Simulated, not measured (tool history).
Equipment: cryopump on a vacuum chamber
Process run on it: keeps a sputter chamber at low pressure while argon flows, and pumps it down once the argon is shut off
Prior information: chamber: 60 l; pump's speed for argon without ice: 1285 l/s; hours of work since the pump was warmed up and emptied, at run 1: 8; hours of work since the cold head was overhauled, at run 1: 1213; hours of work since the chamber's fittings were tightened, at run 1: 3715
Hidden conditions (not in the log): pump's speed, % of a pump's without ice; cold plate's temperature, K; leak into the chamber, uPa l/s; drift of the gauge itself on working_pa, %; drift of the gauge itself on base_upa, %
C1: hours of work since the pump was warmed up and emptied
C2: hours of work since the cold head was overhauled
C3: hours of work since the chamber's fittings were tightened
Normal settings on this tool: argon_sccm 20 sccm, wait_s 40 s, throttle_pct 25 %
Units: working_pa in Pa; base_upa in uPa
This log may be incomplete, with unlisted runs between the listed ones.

{"run": 1, "hour": 0.0, "argon_sccm": 20, "wait_s": 40, "throttle_pct": 25, "C1": 8, "C2": 1213, "C3": 3715, "working_pa": 0.1061, "base_upa": 3.86}
{"hour": 58.8, "done": "leaking fittings of the chamber tightened, without venting"}
{"run": 2, "hour": 75.2, "argon_sccm": 20, "wait_s": 40, "throttle_pct": 25, "C1": 40, "C2": 1245, "C3": 7, "working_pa": 0.1059, "base_upa": 1.28}
{"run": 3, "hour": 116.2, "argon_sccm": 20, "wait_s": 40, "throttle_pct": 25, "C1": 58, "C2": 1263, "C3": 25, "working_pa": 0.106, "base_upa": 1.23}
{"run": 4, "hour": 172.0, "argon_sccm": 20, "wait_s": 40, "throttle_pct": 25, "C1": 82, "C2": 1287, "C3": 49, "working_pa": 0.1063, "base_upa": 1.22}
{"run": 5, "hour": 212.7, "argon_sccm": 20, "wait_s": 40, "throttle_pct": 25, "C1": 100, "C2": 1305, "C3": 67, "working_pa": 0.106, "base_upa": 1.33}
{"run": 6, "hour": 279.5, "argon_sccm": 20, "wait_s": 40, "throttle_pct": 25, "C1": 129, "C2": 1334, "C3": 96, "working_pa": 0.1065, "base_upa": 1.36}
{"run": 7, "hour": 326.7, "argon_sccm": 20, "wait_s": 40, "throttle_pct": 25, "C1": 149, "C2": 1354, "C3": 117, "working_pa": 0.106, "base_upa": 1.34}
{"run": 8, "hour": 381.2, "argon_sccm": 20, "wait_s": 40, "throttle_pct": 25, "C1": 173, "C2": 1378, "C3": 140, "working_pa": 0.1063, "base_upa": 1.38}
{"run": 9, "hour": 459.9, "argon_sccm": 20, "wait_s": 40, "throttle_pct": 25, "C1": 207, "C2": 1413, "C3": 175, "working_pa": 0.1061, "base_upa": 1.35}
{"run": 10, "hour": 547.0, "argon_sccm": 20, "wait_s": 40, "throttle_pct": 25, "C1": 245, "C2": 1450, "C3": 213, "working_pa": 0.1066, "base_upa": 1.4}
{"run": 11, "hour": 595.9, "argon_sccm": 20, "wait_s": 40, "throttle_pct": 25, "C1": 266, "C2": 1472, "C3": 234, "working_pa": 0.1072, "base_upa": 1.41}
{"run": 12, "hour": 675.1, "argon_sccm": 20, "wait_s": 40, "throttle_pct": 25, "C1": 301, "C2": 1506, "C3": 268, "working_pa": 0.1069, "base_upa": 1.46}
{"run": 13, "hour": 724.6, "argon_sccm": 20, "wait_s": 40, "throttle_pct": 25, "C1": 322, "C2": 1528, "C3": 290, "working_pa": 0.1073, "base_upa": 1.43}
{"run": 14, "hour": 809.9, "argon_sccm": 20, "wait_s": 40, "throttle_pct": 25, "C1": 360, "C2": 1565, "C3": 327, "working_pa": 0.1077, "base_upa": 1.53}
{"run": 15, "hour": 858.4, "argon_sccm": 20, "wait_s": 40, "throttle_pct": 48, "C1": 381, "C2": 1586, "C3": 348, "working_pa": 0.0576, "base_upa": 1.5}
{"run": 16, "hour": 931.7, "argon_sccm": 29, "wait_s": 23, "throttle_pct": 30, "C1": 413, "C2": 1618, "C3": 380, "working_pa": 0.1297, "base_upa": 2.33}
{"run": 17, "hour": 1008.9, "argon_sccm": 20, "wait_s": 33, "throttle_pct": 28, "C1": 446, "C2": 1652, "C3": 414, "working_pa": 0.0965, "base_upa": 1.79}
{"run": 18, "hour": 1081.7, "argon_sccm": 35, "wait_s": 87, "throttle_pct": 39, "C1": 478, "C2": 1683, "C3": 445, "working_pa": 0.1228, "base_upa": 1.06}
{"run": 19, "hour": 1133.7, "argon_sccm": 35, "wait_s": 87, "throttle_pct": 39, "C1": 501, "C2": 1706, "C3": 468, "working_pa": 0.1231, "base_upa": 1.13}
{"run": 20, "hour": 1220.3, "argon_sccm": 35, "wait_s": 87, "throttle_pct": 39, "C1": 538, "C2": 1744, "C3": 506, "working_pa": 0.1221, "base_upa": 1.05}
{"run": 21, "hour": 1269.3, "argon_sccm": 35, "wait_s": 87, "throttle_pct": 39, "C1": 560, "C2": 1765, "C3": 527, "working_pa": 0.1233, "base_upa": 1.11}
{"run": 22, "hour": 1314.0, "argon_sccm": 35, "wait_s": 87, "throttle_pct": 39, "C1": 579, "C2": 1784, "C3": 547, "working_pa": 0.1234, "base_upa": 1.14}
{"run": 23, "hour": 1388.3, "argon_sccm": 13, "wait_s": 87, "throttle_pct": 21, "C1": 611, "C2": 1817, "C3": 579, "working_pa": 0.0836, "base_upa": 1.21}
{"run": 24, "hour": 1463.0, "argon_sccm": 13, "wait_s": 87, "throttle_pct": 21, "C1": 644, "C2": 1849, "C3": 611, "working_pa": 0.0837, "base_upa": 1.27}
{"run": 25, "hour": 1503.5, "argon_sccm": 25, "wait_s": 216, "throttle_pct": 25, "C1": 662, "C2": 1867, "C3": 629, "working_pa": 0.1366, "base_upa": 0.97}
{"run": 26, "hour": 1544.4, "argon_sccm": 9, "wait_s": 40, "throttle_pct": 25, "C1": 679, "C2": 1885, "C3": 647, "working_pa": 0.049, "base_upa": 1.78}
{"run": 27, "hour": 1600.6, "argon_sccm": 22, "wait_s": 40, "throttle_pct": 25, "C1": 704, "C2": 1909, "C3": 671, "working_pa": 0.1194, "base_upa": 1.81}
{"run": 28, "hour": 1678.4, "argon_sccm": 22, "wait_s": 40, "throttle_pct": 25, "C1": 738, "C2": 1943, "C3": 705, "working_pa": 0.1209, "base_upa": 1.89}
{"run": 29, "hour": 1729.6, "argon_sccm": 22, "wait_s": 39, "throttle_pct": 26, "C1": 760, "C2": 1965, "C3": 728, "working_pa": 0.1161, "base_upa": 1.91}
{"run": 30, "hour": 1811.6, "argon_sccm": 22, "wait_s": 39, "throttle_pct": 26, "C1": 796, "C2": 2001, "C3": 763, "working_pa": 0.1155, "base_upa": 1.97}

A few steps of working_pa between consecutive runs. Split each: what settings, incoming material and random variation would produce without the hidden state, and what is left over for the hidden state, along with gauge scatter present in only one of the two compared results (measured, and without hidden state):
Run 15 -> 16: argon_sccm 20 -> 29, wait_s 40 -> 23, throttle_pct 48 -> 30. working_pa +0.0721 Pa: hidden state +0.0011, all else +0.071.
Run 22 -> 23: argon_sccm 35 -> 13, throttle_pct 39 -> 21. working_pa -0.0398 Pa: hidden state -0.0032, all else -0.0366.
Run 25 -> 26: argon_sccm 25 -> 9, wait_s 216 -> 40. working_pa -0.0876 Pa: hidden state -0.0027, all else -0.0849.
Run 26 -> 27: argon_sccm 9 -> 22. working_pa +0.0704 Pa: hidden state +0.0025, all else +0.0679.

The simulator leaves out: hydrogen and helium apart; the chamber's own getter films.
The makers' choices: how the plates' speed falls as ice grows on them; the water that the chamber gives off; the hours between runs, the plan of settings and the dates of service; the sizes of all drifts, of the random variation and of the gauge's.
